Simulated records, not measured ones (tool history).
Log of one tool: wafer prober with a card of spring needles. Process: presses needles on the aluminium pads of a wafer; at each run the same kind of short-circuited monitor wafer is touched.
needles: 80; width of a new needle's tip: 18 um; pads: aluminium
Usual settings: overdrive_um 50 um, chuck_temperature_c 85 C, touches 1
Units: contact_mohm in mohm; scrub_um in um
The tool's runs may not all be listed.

run,day,overdrive_um,chuck_temperature_c,touches,contact_mohm,scrub_um
1,0,50,85,1,210,7.568
# day 0.083: tips cleaned on abrasive film
# day 1.079: tips cleaned on abrasive film
2,1.629,32,85,1,275,4.833
# day 2.029: tips cleaned on abrasive film
# day 2.954: tips cleaned on abrasive film
3,3.354,32,85,1,261,4.807
# day 3.908: tips cleaned on abrasive film
# day 4.883: tips cleaned on abrasive film
4,5.062,32,85,1,227,4.788
# day 5.846: tips cleaned on abrasive film
5,6.079,32,85,1,236,4.777
# day 6.804: tips cleaned on abrasive film
6,7.55,32,85,1,303,4.748
# day 7.729: tips cleaned on abrasive film
# day 8.662: tips cleaned on abrasive film
7,9.504,50,85,1,214,7.482
# day 9.642: tips cleaned on abrasive film
8,10.412,50,85,1,215,7.469
# day 10.6: tips cleaned on abrasive film
# day 11.558: tips cleaned on abrasive film
9,12.254,50,85,1,215,7.457
# day 12.575: tips cleaned on abrasive film
# day 13.458: tips cleaned on abrasive film
10,14.025,51,85,1,207,7.583
# day 14.483: tips cleaned on abrasive film
11,15.075,51,85,1,202,7.557
# day 15.458: tips cleaned on abrasive film
# day 16.442: tips cleaned on abrasive film
12,16.638,51,85,1,179,7.543
# day 17.367: tips cleaned on abrasive film
# day 17.721: height of the first contact set anew
13,17.721,51,85,1,189,7.732
# day 18.392: tips cleaned on abrasive film
14,18.888,51,85,1,193,7.736
# day 19.275: tips cleaned on abrasive film
15,19.75,51,85,1,199,7.727
# day 20.171: tips cleaned on abrasive film
# day 21.079: tips cleaned on abrasive film
16,21.088,55,85,1,156,8.327
# day 21.988: tips cleaned on abrasive film
# day 22.896: tips cleaned on abrasive film
17,22.983,64,114,2,162,9.677
# day 23.775: tips cleaned on abrasive film
# day 24.7: tips cleaned on abrasive film
18,24.925,64,114,1,171,9.658
# day 25.617: tips cleaned on abrasive film
# day 26.554: tips cleaned on abrasive film
19,26.775,50,114,3,170,7.533
# day 27.554: tips cleaned on abrasive film
20,27.929,31,85,2,225,4.62
# day 28.508: tips cleaned on abrasive film
# day 29.438: tips cleaned on abrasive film
21,29.567,57,81,1,166,8.531
# day 30.375: tips cleaned on abrasive film
22,30.679,63,72,2,160,9.449
# day 31.271: tips cleaned on abrasive film
23,32.121,37,85,2,245,5.507
# day 32.204: tips cleaned on abrasive film
24,32.988,45,85,1,232,6.719
# day 33.129: tips cleaned on abrasive film
# day 34.083: tips cleaned on abrasive film
25,34.317,45,85,1,192,6.714
# day 35.042: tips cleaned on abrasive film
26,35.675,50,35,1,211,7.45
# day 35.988: tips cleaned on abrasive film
# day 36.938: tips cleaned on abrasive film
27,37.188,50,105,2,179,7.422
# day 37.946: tips cleaned on abrasive film
# day 38.133: height of the first contact set anew
28,38.604,50,105,2,193,7.584
# day 38.888: tips cleaned on abrasive film
29,39.7,50,93,2,196,7.587
# day 39.8: tips cleaned on abrasive film
30,40.65,50,93,2,198,7.577
# day 40.75: tips cleaned on abrasive film
# day 41.629: tips cleaned on abrasive film
31,42.454,50,93,2,194,7.571
# day 42.579: tips cleaned on abrasive film
# day 43.575: tips cleaned on abrasive film
32,43.667,34,118,1,206,5.108

3 ways to go on from here, each from the tool as it stands after run 32. What would each give?
# day 44.492: tips cleaned on abrasive film
A,45.021,54,105,2,?,?
# day 44.492: tips cleaned on abrasive film
B,45.021,33,118,2,?,?
# day 44.492: tips cleaned on abrasive film
C,45.021,50,31,1,?,?

run,contact_mohm,scrub_um
A,182,8.127
B,240,4.938
C,192,7.526
Without the tool's hidden state the same runs would have given:
run,contact_mohm,scrub_um
A,158,8.192
B,183,5.003
C,144,7.59
